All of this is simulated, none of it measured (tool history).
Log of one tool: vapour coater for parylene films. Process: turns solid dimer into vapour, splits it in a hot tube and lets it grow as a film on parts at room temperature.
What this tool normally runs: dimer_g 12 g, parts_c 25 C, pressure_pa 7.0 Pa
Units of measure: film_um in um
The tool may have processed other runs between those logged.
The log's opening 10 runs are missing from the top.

{"run": 11, "hour": 223.2, "dimer_g": 12, "parts_c": 25, "pressure_pa": 7.0, "film_um": 2.87}
{"run": 12, "hour": 252.6, "dimer_g": 12, "parts_c": 25, "pressure_pa": 7.0, "film_um": 2.88}
{"run": 13, "hour": 274.9, "dimer_g": 12, "parts_c": 25, "pressure_pa": 7.0, "film_um": 2.95}
{"run": 14, "hour": 299.4, "dimer_g": 12, "parts_c": 18, "pressure_pa": 7.0, "film_um": 3.52}
{"run": 15, "hour": 321.0, "dimer_g": 12, "parts_c": 18, "pressure_pa": 7.0, "film_um": 3.53}
{"run": 16, "hour": 347.3, "dimer_g": 12, "parts_c": 18, "pressure_pa": 7.0, "film_um": 3.47}
{"run": 17, "hour": 372.7, "dimer_g": 12, "parts_c": 18, "pressure_pa": 7.0, "film_um": 3.43}
{"run": 18, "hour": 398.7, "dimer_g": 12, "parts_c": 25, "pressure_pa": 7.0, "film_um": 2.9}
{"run": 19, "hour": 425.8, "dimer_g": 12, "parts_c": 25, "pressure_pa": 7.0, "film_um": 2.83}
{"run": 20, "hour": 448.4, "dimer_g": 12, "parts_c": 25, "pressure_pa": 7.0, "film_um": 2.81}
{"run": 21, "hour": 466.8, "dimer_g": 12, "parts_c": 25, "pressure_pa": 7.0, "film_um": 2.85}
{"run": 22, "hour": 495.8, "dimer_g": 12, "parts_c": 25, "pressure_pa": 4.5, "film_um": 2.99}
{"run": 23, "hour": 524.0, "dimer_g": 12, "parts_c": 29, "pressure_pa": 7.0, "film_um": 2.51}
{"run": 24, "hour": 541.3, "dimer_g": 12, "parts_c": 26, "pressure_pa": 7.0, "film_um": 2.75}
{"run": 25, "hour": 559.9, "dimer_g": 12, "parts_c": 32, "pressure_pa": 7.0, "film_um": 2.28}

Run 26 has not been measured yet. What should we expect?
{"run": 26, "hour": 580.1, "dimer_g": 12, "parts_c": 32, "pressure_pa": 7.0, "film_um": "?"}

Run 26 produced film_um 2.35 um.
Were there no unlogged condition in the tool, this run, its random variation unchanged, would have produced film_um 2.36 um.

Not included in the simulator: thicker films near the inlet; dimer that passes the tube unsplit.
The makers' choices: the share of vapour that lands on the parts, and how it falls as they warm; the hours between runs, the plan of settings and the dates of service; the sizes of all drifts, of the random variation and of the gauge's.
